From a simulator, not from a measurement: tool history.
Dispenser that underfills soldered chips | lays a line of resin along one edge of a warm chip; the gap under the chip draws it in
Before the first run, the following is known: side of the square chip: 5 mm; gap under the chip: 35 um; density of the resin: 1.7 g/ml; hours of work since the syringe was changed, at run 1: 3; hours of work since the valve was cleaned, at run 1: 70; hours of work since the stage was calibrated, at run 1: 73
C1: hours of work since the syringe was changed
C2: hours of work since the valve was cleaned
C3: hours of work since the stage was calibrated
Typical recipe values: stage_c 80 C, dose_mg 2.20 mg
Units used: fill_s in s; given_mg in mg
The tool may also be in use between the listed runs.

Run 1, hour 0.0: usual settings; C1 3; C2 70; C3 73. Result: fill_s 20.3 s, given_mg 2.084 mg.
Run 2, hour 10.3: usual settings but stage_c 90 C; C1 10; C2 77; C3 80. Result: fill_s 19.0 s, given_mg 2.071 mg.
At hour 14.7: new syringe of resin.
At hour 21.9: dispensing valve cleaned and set on the balance.
Run 3, hour 27.3: usual settings but stage_c 90 C; C1 8; C2 4; C3 90. Result: fill_s 16.2 s, given_mg 2.196 mg.
At hour 34.5: new syringe of resin.
Run 4, hour 34.9: usual settings but stage_c 90 C; C1 0; C2 8; C3 95. Result: fill_s 11.9 s, given_mg 2.175 mg.
Run 5, hour 49.0: usual settings but stage_c 90 C, dose_mg 2.16 mg; C1 10; C2 18; C3 105. Result: fill_s 18.8 s, given_mg 2.125 mg.
At hour 52.5: new syringe of resin.
Run 6, hour 56.5: usual settings but stage_c 90 C, dose_mg 2.16 mg; C1 3; C2 23; C3 109. Result: fill_s 13.4 s, given_mg 2.113 mg.
Run 7, hour 68.8: usual settings but dose_mg 2.50 mg; C1 11; C2 31; C3 117. Result: fill_s 28.8 s, given_mg 2.437 mg.
At hour 70.6: new syringe of resin.
Run 8, hour 81.2: usual settings; C1 7; C2 39; C3 126. Result: fill_s 24.6 s, given_mg 2.145 mg.
At hour 89.0: new syringe of resin.
Run 9, hour 89.1: usual settings; C1 0; C2 44; C3 131. Result: fill_s 19.0 s, given_mg 2.124 mg.
Run 10, hour 101.5: usual settings; C1 8; C2 52; C3 139. Result: fill_s 26.8 s, given_mg 2.113 mg.
At hour 107.8: new syringe of resin.
Run 11, hour 117.0: usual settings; C1 6; C2 62; C3 149. Result: fill_s 24.7 s, given_mg 2.092 mg.
At hour 126.3: new syringe of resin.
Run 12, hour 131.2: usual settings; C1 3; C2 72; C3 158. Result: fill_s 20.1 s, given_mg 2.078 mg.
Run 13, hour 140.7: usual settings but stage_c 93 C, dose_mg 2.47 mg; C1 10; C2 78; C3 165. Result: fill_s 15.9 s, given_mg 2.322 mg.
At hour 144.8: new syringe of resin.
Run 14, hour 148.4: usual settings but stage_c 91 C, dose_mg 2.82 mg; C1 2; C2 83; C3 170. Result: fill_s 13.3 s, given_mg 2.644 mg.
At hour 151.9: dispensing valve cleaned and set on the balance.
Run 15, hour 157.7: usual settings but stage_c 79 C, dose_mg 2.08 mg; C1 8; C2 4; C3 175. Result: fill_s 27.9 s, given_mg 2.069 mg.
At hour 164.1: new syringe of resin.
Run 16, hour 168.5: usual settings but stage_c 66 C, dose_mg 2.04 mg; C1 3; C2 11; C3 182. Result: fill_s 37.6 s, given_mg 2.029 mg.
Run 17, hour 177.5: usual settings but stage_c 85 C, dose_mg 2.36 mg; C1 9; C2 17; C3 188. Result: fill_s 21.3 s, given_mg 2.325 mg.
At hour 183.0: new syringe of resin.
Run 18, hour 189.1: usual settings but stage_c 83 C, dose_mg 2.43 mg; C1 4; C2 24; C3 196. Result: fill_s 18.7 s, given_mg 2.379 mg.
At hour 201.5: new syringe of resin.
Run 19, hour 202.9: usual settings but stage_c 77 C, dose_mg 2.62 mg; C1 1; C2 33; C3 205. Result: fill_s 20.6 s, given_mg 2.541 mg.
Run 20, hour 214.1: usual settings but stage_c 71 C; C1 8; C2 41; C3 212. Result: fill_s 38.3 s, given_mg 2.134 mg.
At hour 219.9: new syringe of resin.
Run 21, hour 222.6: usual settings but stage_c 84 C, dose_mg 2.01 mg; C1 2; C2 46; C3 217. Result: fill_s 16.8 s, given_mg 1.946 mg.

The next listed run, before its measurement:
Run 22, hour 230.6: usual settings but stage_c 84 C, dose_mg 2.01 mg; C1 7; C2 52; C3 223. Result: fill_s ?, given_mg ?.

{"run 22": {"fill_s": 21.6, "given_mg": 1.923}}
With the hidden condition absent and the run-to-run variation left alone, this run would have shown fill_s 15.9 s, given_mg 2.003 mg.
